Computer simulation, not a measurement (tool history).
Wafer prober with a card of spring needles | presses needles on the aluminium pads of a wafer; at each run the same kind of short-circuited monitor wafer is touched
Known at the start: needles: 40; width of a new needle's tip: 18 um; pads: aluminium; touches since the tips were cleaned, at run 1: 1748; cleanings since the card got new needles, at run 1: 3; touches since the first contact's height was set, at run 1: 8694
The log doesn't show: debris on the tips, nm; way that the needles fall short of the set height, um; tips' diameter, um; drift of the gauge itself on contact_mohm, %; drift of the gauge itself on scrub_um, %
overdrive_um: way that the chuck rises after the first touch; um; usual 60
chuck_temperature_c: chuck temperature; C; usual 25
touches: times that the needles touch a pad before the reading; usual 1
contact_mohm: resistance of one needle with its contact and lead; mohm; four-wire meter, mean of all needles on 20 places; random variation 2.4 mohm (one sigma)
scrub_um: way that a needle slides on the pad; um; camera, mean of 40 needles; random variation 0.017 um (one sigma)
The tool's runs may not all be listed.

run	hour	overdrive_um	chuck_temperature_c	touches	touches since the tips were cleaned	cleanings since the card got new needles	touches since the first contact's height was set	contact_mohm	scrub_um
1	0.0	60	25	1	1748	3	8694	309	9.33
# hour 1.5: tips cleaned on abrasive film
# hour 12.4: tips cleaned on abrasive film
2	13.7	60	25	1	264	5	11402	278	9.32
# hour 23.1: tips cleaned on abrasive film
3	30.1	60	25	1	1419	6	14692	305	9.29
# hour 34.5: tips cleaned on abrasive film
4	39.4	60	25	1	980	7	16534	292	9.31
# hour 45.3: tips cleaned on abrasive film
# hour 55.6: tips cleaned on abrasive film
5	57.4	51	25	1	351	9	20112	284	7.89
# hour 66.3: tips cleaned on abrasive film
6	66.5	60	25	1	56	10	21933	276	9.27
7	75.3	60	25	1	1814	10	23691	302	9.27
# hour 76.8: tips cleaned on abrasive film
8	85.5	60	103	1	1744	11	25726	327	9.29
# hour 87.3: tips cleaned on abrasive film
# hour 97.4: tips cleaned on abrasive film
9	100.6	60	25	1	644	13	28724	286	9.29
# hour 108.0: tips cleaned on abrasive film
# hour 119.2: tips cleaned on abrasive film
10	119.2	60	25	1	0	15	32411	276	9.22
# hour 130.2: tips cleaned on abrasive film
11	136.3	60	25	1	1229	16	35845	293	9.22
# hour 141.3: tips cleaned on abrasive film
# hour 152.4: tips cleaned on abrasive film
12	153.8	61	25	1	296	18	39327	280	9.36
# hour 162.9: tips cleaned on abrasive film
13	163.9	60	25	2	191	19	41322	273	9.23
# hour 173.5: tips cleaned on abrasive film
14	181.6	60	25	2	1631	20	44865	293	9.22
# hour 184.1: tips cleaned on abrasive film
15	192.2	60	25	2	1613	21	46973	291	9.20
# hour 195.4: tips cleaned on abrasive film
16	205.3	60	119	1	2004	22	49600	341	9.20
# hour 206.8: tips cleaned on abrasive film
17	213.4	60	119	1	1318	23	51193	320	9.18
# hour 217.9: tips cleaned on abrasive film
18	224.4	60	119	1	1305	24	53385	320	9.18
# hour 228.2: tips cleaned on abrasive film
19	234.7	69	56	1	1301	25	55440	304	10.59
# hour 238.6: tips cleaned on abrasive film
# hour 249.2: tips cleaned on abrasive film
20	249.9	69	56	1	156	27	58465	285	10.55
# hour 260.3: tips cleaned on abrasive film
21	267.6	77	27	1	1466	28	62000	291	11.82
# hour 270.4: tips cleaned on abrasive film
# hour 281.1: tips cleaned on abrasive film
22	285.6	75	27	3	898	30	65571	273	11.52
# hour 291.4: tips cleaned on abrasive film
23	299.4	53	70	3	1612	31	68339	299	8.05
# hour 302.6: tips cleaned on abrasive film
24	308.4	60	92	2	1170	32	70123	308	9.12
# hour 313.9: tips cleaned on abrasive film
25	319.4	78	31	1	1117	33	72316	288	11.91
# hour 324.6: tips cleaned on abrasive film
26	327.1	44	32	2	513	34	73846	293	6.59
# hour 335.0: tips cleaned on abrasive film
# hour 345.3: tips cleaned on abrasive film
27	345.3	44	32	2	0	36	77462	280	6.61
28	353.0	44	32	2	1557	36	79019	312	6.62
# hour 356.2: tips cleaned on abrasive film
29	363.5	44	32	2	1471	37	81102	313	6.60
# hour 366.4: tips cleaned on abrasive film
# hour 377.0: tips cleaned on abrasive film
30	379.1	47	31	2	420	39	84198	282	7.08
# hour 387.3: tips cleaned on abrasive film
31	387.3	52	27	2	0	40	85834	277	7.81
32	396.1	52	27	2	1763	40	87597	308	7.82
# hour 398.1: tips cleaned on abrasive film
# hour 409.0: tips cleaned on abrasive film
33	409.3	58	64	2	56	42	90213	285	8.77

The same runs without the tool's hidden state, with the same run-to-run variation:
run	contact_mohm	scrub_um
1	270	9.35
2	270	9.36
3	274	9.33
4	268	9.35
5	268	7.95
6	270	9.34
7	264	9.34
8	291	9.37
9	267	9.38
10	271	9.32
11	267	9.32
12	272	9.48
13	268	9.35
14	271	9.35
15	268	9.33
16	301	9.34
17	294	9.33
18	294	9.34
19	279	10.75
20	277	10.73
21	268	12.00
22	267	11.72
23	283	8.26
24	291	9.34
25	270	12.13
26	275	6.82
27	276	6.85
28	274	6.86
29	274	6.84
30	270	7.34
31	273	8.08
32	274	8.08
33	280	9.05

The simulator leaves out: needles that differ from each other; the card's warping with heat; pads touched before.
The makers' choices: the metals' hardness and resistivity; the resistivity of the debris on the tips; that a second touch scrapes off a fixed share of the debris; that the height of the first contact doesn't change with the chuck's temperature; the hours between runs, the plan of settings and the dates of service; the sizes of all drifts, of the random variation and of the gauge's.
